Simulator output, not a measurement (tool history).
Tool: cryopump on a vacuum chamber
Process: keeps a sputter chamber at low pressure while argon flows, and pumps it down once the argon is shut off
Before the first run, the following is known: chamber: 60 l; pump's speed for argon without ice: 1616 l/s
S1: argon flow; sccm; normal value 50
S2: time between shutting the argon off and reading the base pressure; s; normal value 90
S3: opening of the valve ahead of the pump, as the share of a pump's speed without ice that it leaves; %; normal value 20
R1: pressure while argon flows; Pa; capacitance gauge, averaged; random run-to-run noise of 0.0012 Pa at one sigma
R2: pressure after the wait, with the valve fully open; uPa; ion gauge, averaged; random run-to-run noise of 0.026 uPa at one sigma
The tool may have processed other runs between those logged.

{"run": 1, "day": 0.0, "S1": 50, "S2": 90, "S3": 20, "R1": 0.2723, "R2": 1.55}
{"run": 2, "day": 0.8, "S1": 50, "S2": 90, "S3": 20, "R1": 0.2752, "R2": 1.51}
{"run": 3, "day": 1.942, "S1": 50, "S2": 90, "S3": 20, "R1": 0.2756, "R2": 1.56}
{"run": 4, "day": 2.958, "S1": 50, "S2": 90, "S3": 20, "R1": 0.2765, "R2": 1.58}
{"run": 5, "day": 3.517, "S1": 40, "S2": 90, "S3": 20, "R1": 0.2208, "R2": 1.59}
{"run": 6, "day": 4.308, "S1": 24, "S2": 90, "S3": 20, "R1": 0.1345, "R2": 1.59}
{"run": 7, "day": 4.833, "S1": 24, "S2": 90, "S3": 20, "R1": 0.1334, "R2": 1.68}
{"run": 8, "day": 5.946, "S1": 50, "S2": 90, "S3": 20, "R1": 0.2807, "R2": 1.7}
{"run": 9, "day": 6.621, "S1": 50, "S2": 90, "S3": 52, "R1": 0.1183, "R2": 1.65}
{"run": 10, "day": 7.775, "S1": 50, "S2": 90, "S3": 52, "R1": 0.1202, "R2": 1.68}
{"run": 11, "day": 8.333, "S1": 50, "S2": 90, "S3": 52, "R1": 0.121, "R2": 1.72}
{"run": 12, "day": 8.971, "S1": 50, "S2": 152, "S3": 23, "R1": 0.2501, "R2": 1.38}
{"run": 13, "day": 10.192, "S1": 74, "S2": 60, "S3": 47, "R1": 0.1988, "R2": 2.17}
{"run": 14, "day": 10.871, "S1": 30, "S2": 31, "S3": 51, "R1": 0.0753, "R2": 3.45}
{"run": 15, "day": 11.733, "S1": 30, "S2": 31, "S3": 51, "R1": 0.076, "R2": 3.39}
{"run": 16, "day": 12.392, "S1": 30, "S2": 31, "S3": 51, "R1": 0.077, "R2": 3.5}
{"run": 17, "day": 13.308, "S1": 71, "S2": 47, "S3": 51, "R1": 0.1834, "R2": 2.59}
{"run": 18, "day": 14.312, "S1": 50, "S2": 266, "S3": 21, "R1": 0.2762, "R2": 1.29}
{"run": 19, "day": 14.971, "S1": 24, "S2": 188, "S3": 20, "R1": 0.1389, "R2": 1.42}
{"run": 20, "day": 15.888, "S1": 24, "S2": 188, "S3": 20, "R1": 0.1386, "R2": 1.48}
{"day": 16.729, "done": "pump warmed up, emptied and cooled again"}
{"run": 21, "day": 16.817, "S1": 24, "S2": 188, "S3": 20, "R1": 0.1251, "R2": 1.1}
{"run": 22, "day": 17.779, "S1": 50, "S2": 90, "S3": 21, "R1": 0.2488, "R2": 1.58}

Selected run-to-run steps in R1, each split into two signed amounts: the part the tool would show with no hidden state at all (from settings, incoming material and random variation), and the remainder, which goes to the hidden state together with any gauge scatter not common to the measured and the hidden-state-free results:
What the log doesn't record here: pump's speed, % of a pump's without ice; cold plate's temperature, K; leak into the chamber, uPa l/s; drift of the gauge itself on working_pa, %; drift of the gauge itself on base_upa, %.
Run 7 -> 8: S1 24 -> 50. R1 +0.1473 Pa: hidden state +0.0103, all else +0.1370.
Run 8 -> 9: S3 20 -> 52. R1 -0.1624 Pa: hidden state +0.0004, all else -0.1628.
Run 13 -> 14: S1 74 -> 30, S2 60 -> 31, S3 47 -> 51. R1 -0.1235 Pa: hidden state -0.0200, all else -0.1035.
Run 16 -> 17: S1 30 -> 71, S2 31 -> 47. R1 +0.1064 Pa: hidden state +0.0227, all else +0.0837.
